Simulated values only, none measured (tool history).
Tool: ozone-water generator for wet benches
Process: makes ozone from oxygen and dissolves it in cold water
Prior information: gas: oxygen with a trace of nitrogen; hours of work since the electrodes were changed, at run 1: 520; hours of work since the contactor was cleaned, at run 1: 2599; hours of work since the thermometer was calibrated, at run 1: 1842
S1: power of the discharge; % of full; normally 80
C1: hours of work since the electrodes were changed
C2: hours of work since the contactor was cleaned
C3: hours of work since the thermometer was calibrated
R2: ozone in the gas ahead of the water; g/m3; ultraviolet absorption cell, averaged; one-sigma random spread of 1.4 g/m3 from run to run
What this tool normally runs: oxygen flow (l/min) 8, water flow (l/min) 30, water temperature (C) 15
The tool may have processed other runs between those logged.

Run 1, hour 0: usual settings; C1 520; C2 2599; C3 1842. Result: dissolved ozone (ppm) 30.2, R2 246.1 g/m3.
Run 2, hour 58.4: usual settings; C1 575; C2 2654; C3 1898. Result: dissolved ozone (ppm) 29.6, R2 244.8 g/m3.
Run 3, hour 106.8: usual settings; C1 621; C2 2700; C3 1943. Result: dissolved ozone (ppm) 29.3, R2 244 g/m3.
Run 4, hour 175.1: usual settings but water flow (l/min) 31; C1 686; C2 2765; C3 2008. Result: dissolved ozone (ppm) 28.2, R2 245.2 g/m3.
Run 5, hour 206.4: usual settings but water flow (l/min) 31; C1 716; C2 2795; C3 2038. Result: dissolved ozone (ppm) 28.8, R2 244.7 g/m3.
Run 6, hour 238.8: usual settings but water flow (l/min) 31; C1 746; C2 2825; C3 2068. Result: dissolved ozone (ppm) 28.4, R2 243.2 g/m3.
Run 7, hour 273.8: usual settings but water flow (l/min) 31; C1 779; C2 2858; C3 2102. Result: dissolved ozone (ppm) 28.4, R2 245.7 g/m3.
Run 8, hour 324.3: usual settings but water flow (l/min) 31; C1 827; C2 2906; C3 2149. Result: dissolved ozone (ppm) 28.4, R2 241.3 g/m3.
Run 9, hour 387.7: usual settings but oxygen flow (l/min) 10.1; C1 887; C2 2966; C3 2209. Result: dissolved ozone (ppm) 30.2, R2 219.5 g/m3.
Run 10, hour 436.6: usual settings but oxygen flow (l/min) 10.1; C1 934; C2 3013; C3 2256. Result: dissolved ozone (ppm) 29.5, R2 218.3 g/m3.
Run 11, hour 502.6: usual settings but oxygen flow (l/min) 10.1; C1 996; C2 3075; C3 2318. Result: dissolved ozone (ppm) 30, R2 217.5 g/m3.
Run 12, hour 539.9: usual settings but oxygen flow (l/min) 10.1; C1 1032; C2 3111; C3 2354. Result: dissolved ozone (ppm) 30, R2 217.8 g/m3.
Run 13, hour 589.5: usual settings but oxygen flow (l/min) 10.1; C1 1079; C2 3158; C3 2401. Result: dissolved ozone (ppm) 29.6, R2 218.4 g/m3.
Run 14, hour 653.2: usual settings but oxygen flow (l/min) 10.1; C1 1139; C2 3218; C3 2461. Result: dissolved ozone (ppm) 29.6, R2 218 g/m3.
Run 15, hour 700.6: usual settings; C1 1184; C2 3263; C3 2506. Result: dissolved ozone (ppm) 28.5, R2 237.9 g/m3.
Run 16, hour 738.2: usual settings but water temperature (C) 10; C1 1219; C2 3298; C3 2542. Result: dissolved ozone (ppm) 30.3, R2 239.9 g/m3.
Run 17, hour 795.5: usual settings but water temperature (C) 10; C1 1274; C2 3353; C3 2596. Result: dissolved ozone (ppm) 30, R2 238.2 g/m3.
Run 18, hour 866.9: usual settings but water temperature (C) 10; C1 1341; C2 3420; C3 2664. Result: dissolved ozone (ppm) 30.1, R2 235.7 g/m3.
Run 19, hour 912.5: usual settings but water temperature (C) 10; C1 1385; C2 3463; C3 2707. Result: dissolved ozone (ppm) 29.9, R2 235.9 g/m3.
Run 20, hour 960: usual settings but S1 49 % of full, oxygen flow (l/min) 8.18, water flow (l/min) 22, water temperature (C) 10; C1 1430; C2 3508; C3 2752. Result: dissolved ozone (ppm) 27.8, R2 175.9 g/m3.
Run 21, hour 995: usual settings but S1 49 % of full, oxygen flow (l/min) 8.18, water flow (l/min) 22, water temperature (C) 10; C1 1463; C2 3542; C3 2785. Result: dissolved ozone (ppm) 27.9, R2 173.8 g/m3.
Run 22, hour 1041.7: usual settings but S1 52 % of full, oxygen flow (l/min) 6.47, water flow (l/min) 22, water temperature (C) 21; C1 1507; C2 3586; C3 2829. Result: dissolved ozone (ppm) 23.7, R2 197.2 g/m3.
Run 23, hour 1116.1: usual settings but S1 52 % of full, oxygen flow (l/min) 6.47, water flow (l/min) 22, water temperature (C) 21; C1 1577; C2 3656; C3 2900. Result: dissolved ozone (ppm) 23.4, R2 197.6 g/m3.
Run 24, hour 1188.7: usual settings but S1 52 % of full, oxygen flow (l/min) 7.87, water flow (l/min) 32, water temperature (C) 17; C1 1646; C2 3725; C3 2968. Result: dissolved ozone (ppm) 20.1, R2 183.2 g/m3.
Run 25, hour 1249: usual settings but S1 63 % of full, oxygen flow (l/min) 5.71, water flow (l/min) 25, water temperature (C) 17; C1 1703; C2 3782; C3 3026. Result: dissolved ozone (ppm) 24.8, R2 229.3 g/m3.
Run 26, hour 1312.4: usual settings but S1 45 % of full, water flow (l/min) 27; C1 1763; C2 3842; C3 3086. Result: dissolved ozone (ppm) 21, R2 165 g/m3.
Run 27, hour 1363.5: usual settings but oxygen flow (l/min) 4.04, water flow (l/min) 46; C1 1812; C2 3891; C3 3134. Result: dissolved ozone (ppm) 15.5, R2 306.1 g/m3.
Run 28, hour 1422.4: usual settings but S1 58 % of full, water flow (l/min) 25; C1 1868; C2 3947; C3 3190. Result: dissolved ozone (ppm) 25.5, R2 194 g/m3.
Run 29, hour 1468.2: usual settings but S1 59 % of full, water flow (l/min) 25, water temperature (C) 17; C1 1911; C2 3990; C3 3233. Result: dissolved ozone (ppm) 24.8, R2 192.8 g/m3.
Run 30, hour 1523.7: usual settings but S1 67 % of full; C1 1964; C2 4043; C3 3286. Result: dissolved ozone (ppm) 24.5, R2 208.4 g/m3.
Run 31, hour 1575.8: usual settings but S1 67 % of full; C1 2013; C2 4092; C3 3335. Result: dissolved ozone (ppm) 24.4, R2 209.4 g/m3.
Run 32, hour 1645.7: usual settings but S1 60 % of full, water temperature (C) 8; C1 2079; C2 4158; C3 3401. Result: dissolved ozone (ppm) 24.7, R2 192.7 g/m3.
Run 33, hour 1683.5: usual settings but S1 60 % of full, water temperature (C) 11; C1 2115; C2 4194; C3 3437. Result: dissolved ozone (ppm) 24, R2 193.9 g/m3.

Selected run-to-run steps in dissolved ozone (ppm), each split into two signed amounts: the part the tool would show with no hidden state at all (from settings, incoming material and random variation), and the remainder, which goes to the hidden state together with any gauge scatter not common to the measured and the hidden-state-free results:
Hidden state at play: yield of the discharge, % of new electrodes'; contactor's efficiency, % of a clean one's; true water temperature over the reading, C; drift of the gauge itself on ozone_ppm, %; drift of the gauge itself on gas_g_m3, %.
Run 19 -> 20: S1 80 -> 49, oxygen flow (l/min) 8 -> 8.18, water flow (l/min) 30 -> 22. dissolved ozone (ppm) -2.1: hidden state +0.8, all else -2.9.
Run 24 -> 25: S1 52 -> 63, oxygen flow (l/min) 7.87 -> 5.71, water flow (l/min) 32 -> 25. dissolved ozone (ppm) +4.7: hidden state -0.7, all else +5.4.
Run 25 -> 26: S1 63 -> 45, oxygen flow (l/min) 5.71 -> 8, water flow (l/min) 25 -> 27, water temperature (C) 17 -> 15. dissolved ozone (ppm) -3.8: hidden state +0.8, all else -4.6.
Run 26 -> 27: S1 45 -> 80, oxygen flow (l/min) 8 -> 4.04, water flow (l/min) 27 -> 46. dissolved ozone (ppm) -5.5: hidden state +0, all else -5.5.
Run 27 -> 28: S1 80 -> 58, oxygen flow (l/min) 4.04 -> 8, water flow (l/min) 46 -> 25. dissolved ozone (ppm) +10: hidden state -1.1, all else +11.1.

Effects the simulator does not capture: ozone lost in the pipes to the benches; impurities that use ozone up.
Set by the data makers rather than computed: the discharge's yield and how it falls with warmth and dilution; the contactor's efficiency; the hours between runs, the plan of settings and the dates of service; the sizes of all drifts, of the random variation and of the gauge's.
